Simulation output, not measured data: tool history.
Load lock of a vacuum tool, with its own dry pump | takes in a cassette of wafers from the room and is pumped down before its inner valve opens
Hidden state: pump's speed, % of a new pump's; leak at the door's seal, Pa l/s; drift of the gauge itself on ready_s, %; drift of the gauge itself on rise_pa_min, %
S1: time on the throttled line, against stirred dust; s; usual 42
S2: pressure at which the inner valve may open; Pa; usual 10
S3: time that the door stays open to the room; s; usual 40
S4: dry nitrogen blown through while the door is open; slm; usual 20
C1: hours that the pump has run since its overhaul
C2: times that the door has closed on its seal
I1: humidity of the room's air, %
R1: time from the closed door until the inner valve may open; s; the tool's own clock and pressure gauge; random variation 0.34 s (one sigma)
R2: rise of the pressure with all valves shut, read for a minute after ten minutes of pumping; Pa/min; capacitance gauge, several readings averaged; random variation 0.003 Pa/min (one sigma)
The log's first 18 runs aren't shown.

run 19 hour=1947.9 | S1=31 S2=10 S3=40 S4=38 | C1=3833 C2=26121 | I1=50.7 | R1=57.8 R2=0.145
run 20 hour=2070.7 | S1=31 S2=10 S3=40 S4=38 | C1=3955 C2=26551 | I1=42.6 | R1=57.9 R2=0.146
run 21 hour=2149.9 | S1=31 S2=10 S3=40 S4=38 | C1=4035 C2=26828 | I1=48.3 | R1=57.8 R2=0.147
run 22 hour=2276.5 | S1=39 S2=16 S3=26 S4=7 | C1=4161 C2=27271 | I1=46.5 | R1=61.9 R2=0.160
run 23 hour=2395.6 | S1=42 S2=14 S3=40 S4=20 | C1=4280 C2=27688 | I1=42.0 | R1=65.4 R2=0.161
run 24 hour=2522.0 | S1=28 S2=14 S3=60 S4=20 | C1=4407 C2=28130 | I1=43.6 | R1=54.1 R2=0.178
run 25 hour=2682.0 | S1=36 S2=10 S3=40 S4=20 | C1=4567 C2=28690 | I1=46.8 | R1=61.9 R2=0.172
run 26 hour=2843.1 | S1=34 S2=10 S3=40 S4=20 | C1=4728 C2=29253 | I1=45.0 | R1=60.0 R2=0.174
run 27 hour=2947.3 | S1=25 S2=10 S3=40 S4=20 | C1=4832 C2=29618 | I1=45.6 | R1=52.9 R2=0.175
run 28 hour=3095.0 | S1=25 S2=10 S3=40 S4=20 | C1=4980 C2=30135 | I1=42.9 | R1=52.6 R2=0.177
run 29 hour=3221.0 | S1=25 S2=10 S3=40 S4=20 | C1=5106 C2=30576 | I1=41.9 | R1=52.8 R2=0.186
run 30 hour=3381.3 | S1=25 S2=10 S3=40 S4=20 | C1=5266 C2=31136 | I1=47.2 | R1=52.7 R2=0.183
run 31 hour=3552.8 | S1=25 S2=10 S3=123 S4=14 | C1=5438 C2=31736 | I1=44.4 | R1=53.0 R2=0.239
run 32 hour=3645.1 | S1=25 S2=8 S3=123 S4=14 | C1=5530 C2=32059 | I1=47.9 | R1=54.4 R2=0.238
run 33 hour=3788.3 | S1=25 S2=8 S3=101 S4=14 | C1=5673 C2=32560 | I1=46.2 | R1=54.1 R2=0.233
run 34 hour=3959.8 | S1=25 S2=13 S3=171 S4=14 | C1=5845 C2=33160 | I1=42.6 | R1=52.1 R2=0.257
run 35 hour=4137.6 | S1=70 S2=13 S3=171 S4=6 | C1=6022 C2=33782 | I1=45.2 | R1=88.0 R2=0.306
run 36 hour=4265.8 | S1=42 S2=12 S3=117 S4=20 | C1=6151 C2=34231 | I1=45.2 | R1=65.9 R2=0.246

5 ways to go on from here, each from the tool as it stands after run 36. What would each give?
run A hour=4384.7 | S1=34 S2=12 S3=117 S4=20 | C1=6269 C2=34647 | I1=48.0 | R1=? R2=?
run B hour=4384.7 | S1=42 S2=16 S3=117 S4=37 | C1=6269 C2=34647 | I1=45.8 | R1=? R2=?
run C hour=4384.7 | S1=42 S2=8 S3=117 S4=20 | C1=6269 C2=34647 | I1=46.1 | R1=? R2=?
run D hour=4384.7 | S1=55 S2=10 S3=31 S4=17 | C1=6269 C2=34647 | I1=41.6 | R1=? R2=?
run E hour=4384.7 | S1=42 S2=12 S3=40 S4=20 | C1=6269 C2=34647 | I1=45.1 | R1=? R2=?

run=A R1=59.8 R2=0.252
run=B R1=64.4 R2=0.234
run=C R1=67.5 R2=0.244
run=D R1=77.5 R2=0.227
run=E R1=66.5 R2=0.218
Without the tool's hidden state the same runs would have given:
run=A R1=58.7 R2=0.061
run=B R1=63.5 R2=0.039
run=C R1=66.4 R2=0.056
run=D R1=76.6 R2=0.035
run=E R1=65.4 R2=0.026
